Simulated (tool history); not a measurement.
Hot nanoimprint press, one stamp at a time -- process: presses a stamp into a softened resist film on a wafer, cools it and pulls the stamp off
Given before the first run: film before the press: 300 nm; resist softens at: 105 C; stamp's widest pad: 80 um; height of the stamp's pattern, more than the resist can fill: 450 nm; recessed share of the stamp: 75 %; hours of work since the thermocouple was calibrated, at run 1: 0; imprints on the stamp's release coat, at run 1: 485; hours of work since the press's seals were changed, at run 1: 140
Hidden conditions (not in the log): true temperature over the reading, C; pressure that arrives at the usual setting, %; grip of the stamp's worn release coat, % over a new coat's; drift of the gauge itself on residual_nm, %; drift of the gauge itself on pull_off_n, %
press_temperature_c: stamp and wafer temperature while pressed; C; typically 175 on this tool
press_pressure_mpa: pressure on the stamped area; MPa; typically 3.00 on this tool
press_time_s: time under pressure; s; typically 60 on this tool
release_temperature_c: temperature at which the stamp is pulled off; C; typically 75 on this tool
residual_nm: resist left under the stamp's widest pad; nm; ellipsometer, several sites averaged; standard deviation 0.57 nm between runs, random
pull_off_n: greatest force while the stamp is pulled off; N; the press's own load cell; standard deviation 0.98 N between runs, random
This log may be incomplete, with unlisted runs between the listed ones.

| run | hour | press_temperature_c | press_pressure_mpa | press_time_s | release_temperature_c | hours of work since the thermocouple was calibrated | imprints on the stamp's release coat | hours of work since the press's seals were changed | residual_nm | pull_off_n |
|---|---|---|---|---|---|---|---|---|---|---|
| 1 | 0.0 | 175 | 3.00 | 60 | 75 | 0 | 485 | 140 | 135.2 | 96.1 |
| 2 | 48.6 | 175 | 3.00 | 60 | 75 | 29 | 673 | 169 | 133.9 | 97.4 |
| 3 | 91.1 | 175 | 3.00 | 61 | 75 | 54 | 837 | 194 | 134.5 | 96.1 |
| 4 | 125.0 | 175 | 3.00 | 60 | 75 | 74 | 968 | 214 | 135.0 | 98.2 |
| 5 | 180.8 | 175 | 3.00 | 60 | 75 | 107 | 1184 | 247 | 136.1 | 96.1 |
| 6 | 227.7 | 175 | 3.00 | 60 | 75 | 135 | 1365 | 275 | 136.5 | 96.1 |
|  | 304.0 | stamp cleaned and given a new release coat |
| 7 | 304.0 | 175 | 3.00 | 60 | 75 | 176 | 0 | 317 | 135.5 | 96.4 |
| 8 | 348.7 | 175 | 1.91 | 60 | 75 | 203 | 173 | 343 | 162.8 | 95.3 |
| 9 | 405.2 | 168 | 1.91 | 60 | 75 | 236 | 391 | 377 | 221.7 | 98.1 |
| 10 | 473.6 | 168 | 1.91 | 60 | 75 | 277 | 656 | 417 | 221.4 | 95.7 |
| 11 | 503.9 | 168 | 1.91 | 60 | 75 | 295 | 773 | 435 | 221.5 | 97.2 |
| 12 | 566.6 | 168 | 1.91 | 60 | 75 | 332 | 1016 | 472 | 220.5 | 96.0 |
| 13 | 598.7 | 168 | 1.91 | 60 | 75 | 351 | 1140 | 491 | 221.0 | 97.4 |
|  | 633.6 | plate thermocouple calibrated |
| 14 | 660.9 | 168 | 1.91 | 60 | 75 | 16 | 1369 | 526 | 222.2 | 97.6 |
| 15 | 712.8 | 175 | 3.00 | 60 | 61 | 47 | 1569 | 557 | 136.7 | 105.8 |
|  | 736.8 | stamp cleaned and given a new release coat |
| 16 | 787.6 | 175 | 4.29 | 60 | 79 | 88 | 196 | 598 | 117.9 | 94.5 |
| 17 | 834.7 | 175 | 4.29 | 60 | 79 | 115 | 378 | 626 | 117.4 | 94.9 |
| 18 | 886.0 | 163 | 3.08 | 60 | 75 | 146 | 577 | 656 | 238.3 | 95.3 |
| 19 | 934.4 | 167 | 3.00 | 46 | 75 | 175 | 764 | 685 | 220.3 | 97.7 |
| 20 | 975.5 | 167 | 3.00 | 46 | 75 | 199 | 923 | 709 | 221.7 | 98.7 |
| 21 | 1043.4 | 173 | 3.00 | 60 | 71 | 239 | 1186 | 749 | 152.6 | 99.1 |

Estimate the outcome of run 22 from the log above:
| 22 | 1106.2 | 173 | 3.00 | 60 | 71 | 276 | 1429 | 786 | ? | ? |

residual_nm: 153.2 nm
pull_off_n: 99.5 N
Take away the tool's hidden state, keep the run-to-run variation as it was, and the same run would have given residual_nm 150.0 nm, pull_off_n 99.0 N.

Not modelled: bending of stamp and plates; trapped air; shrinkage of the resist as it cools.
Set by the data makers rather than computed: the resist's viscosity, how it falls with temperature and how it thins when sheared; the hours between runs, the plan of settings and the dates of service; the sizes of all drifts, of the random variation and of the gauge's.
